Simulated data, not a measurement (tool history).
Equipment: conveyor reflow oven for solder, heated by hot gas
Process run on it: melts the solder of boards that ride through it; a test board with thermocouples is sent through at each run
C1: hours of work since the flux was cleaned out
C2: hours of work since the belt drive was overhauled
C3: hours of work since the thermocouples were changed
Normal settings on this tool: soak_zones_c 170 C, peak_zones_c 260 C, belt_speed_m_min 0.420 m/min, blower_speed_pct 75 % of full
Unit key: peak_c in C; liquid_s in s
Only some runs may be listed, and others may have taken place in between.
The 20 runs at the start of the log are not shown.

{"run": 21, "hour": 779.8, "soak_zones_c": 161, "peak_zones_c": 257, "belt_speed_m_min": 0.447, "blower_speed_pct": 81, "C1": 260, "C2": 864, "C3": 428, "peak_c": 243.7, "liquid_s": 56.6}
{"run": 22, "hour": 827.7, "soak_zones_c": 160, "peak_zones_c": 264, "belt_speed_m_min": 0.457, "blower_speed_pct": 80, "C1": 298, "C2": 902, "C3": 466, "peak_c": 249.5, "liquid_s": 61.2}
{"run": 23, "hour": 855.4, "soak_zones_c": 170, "peak_zones_c": 260, "belt_speed_m_min": 0.419, "blower_speed_pct": 70, "C1": 321, "C2": 924, "C3": 488, "peak_c": 247.0, "liquid_s": 69.1}
{"hour": 880.1, "done": "thermocouples of zones 6 and 7 changed"}
{"run": 24, "hour": 895.8, "soak_zones_c": 170, "peak_zones_c": 260, "belt_speed_m_min": 0.389, "blower_speed_pct": 82, "C1": 351, "C2": 955, "C3": 12, "peak_c": 251.6, "liquid_s": 82.1}
{"run": 25, "hour": 926.6, "soak_zones_c": 169, "peak_zones_c": 267, "belt_speed_m_min": 0.39, "blower_speed_pct": 75, "C1": 376, "C2": 979, "C3": 37, "peak_c": 256.2, "liquid_s": 84.6}
{"run": 26, "hour": 965.9, "soak_zones_c": 170, "peak_zones_c": 260, "belt_speed_m_min": 0.42, "blower_speed_pct": 55, "C1": 407, "C2": 1011, "C3": 68, "peak_c": 242.6, "liquid_s": 59.8}
{"run": 27, "hour": 999.7, "soak_zones_c": 178, "peak_zones_c": 272, "belt_speed_m_min": 0.488, "blower_speed_pct": 74, "C1": 434, "C2": 1038, "C3": 95, "peak_c": 256.0, "liquid_s": 68.9}
{"hour": 1024.5, "done": "flux residue cleaned out of gas plates and filters"}
{"run": 28, "hour": 1033.4, "soak_zones_c": 178, "peak_zones_c": 272, "belt_speed_m_min": 0.488, "blower_speed_pct": 74, "C1": 7, "C2": 1060, "C3": 118, "peak_c": 255.1, "liquid_s": 68.5}
{"run": 29, "hour": 1069.3, "soak_zones_c": 178, "peak_zones_c": 274, "belt_speed_m_min": 0.488, "blower_speed_pct": 69, "C1": 36, "C2": 1089, "C3": 147, "peak_c": 254.9, "liquid_s": 67.7}
{"run": 30, "hour": 1107.6, "soak_zones_c": 169, "peak_zones_c": 260, "belt_speed_m_min": 0.455, "blower_speed_pct": 58, "C1": 66, "C2": 1120, "C3": 177, "peak_c": 239.9, "liquid_s": 53.5}

5 options for the next run, each taken on its own from the tool as it stands now. Forecast them:
{"run": "A", "hour": 1153.1, "soak_zones_c": 156, "peak_zones_c": 263, "belt_speed_m_min": 0.381, "blower_speed_pct": 58, "C1": 103, "C2": 1156, "C3": 214, "peak_c": "?", "liquid_s": "?"}
{"run": "B", "hour": 1153.1, "soak_zones_c": 159, "peak_zones_c": 260, "belt_speed_m_min": 0.342, "blower_speed_pct": 58, "C1": 103, "C2": 1156, "C3": 214, "peak_c": "?", "liquid_s": "?"}
{"run": "C", "hour": 1153.1, "soak_zones_c": 170, "peak_zones_c": 271, "belt_speed_m_min": 0.42, "blower_speed_pct": 60, "C1": 103, "C2": 1156, "C3": 214, "peak_c": "?", "liquid_s": "?"}
{"run": "D", "hour": 1153.1, "soak_zones_c": 169, "peak_zones_c": 251, "belt_speed_m_min": 0.456, "blower_speed_pct": 88, "C1": 103, "C2": 1156, "C3": 214, "peak_c": "?", "liquid_s": "?"}
{"run": "E", "hour": 1153.1, "soak_zones_c": 169, "peak_zones_c": 257, "belt_speed_m_min": 0.455, "blower_speed_pct": 58, "C1": 103, "C2": 1156, "C3": 214, "peak_c": "?", "liquid_s": "?"}

run=A peak_c=247.4 liquid_s=68.3
run=B peak_c=248.1 liquid_s=80.7
run=C peak_c=253.4 liquid_s=73.9
run=D peak_c=239.9 liquid_s=59.5
run=E peak_c=237.9 liquid_s=50.5
Take away the tool's hidden state, keep each run's random variation, and the runs would have read:
run=A peak_c=247.4 liquid_s=68.3
run=B peak_c=248.2 liquid_s=80.7
run=C peak_c=253.4 liquid_s=73.9
run=D peak_c=239.9 liquid_s=59.5
run=E peak_c=238.0 liquid_s=50.5
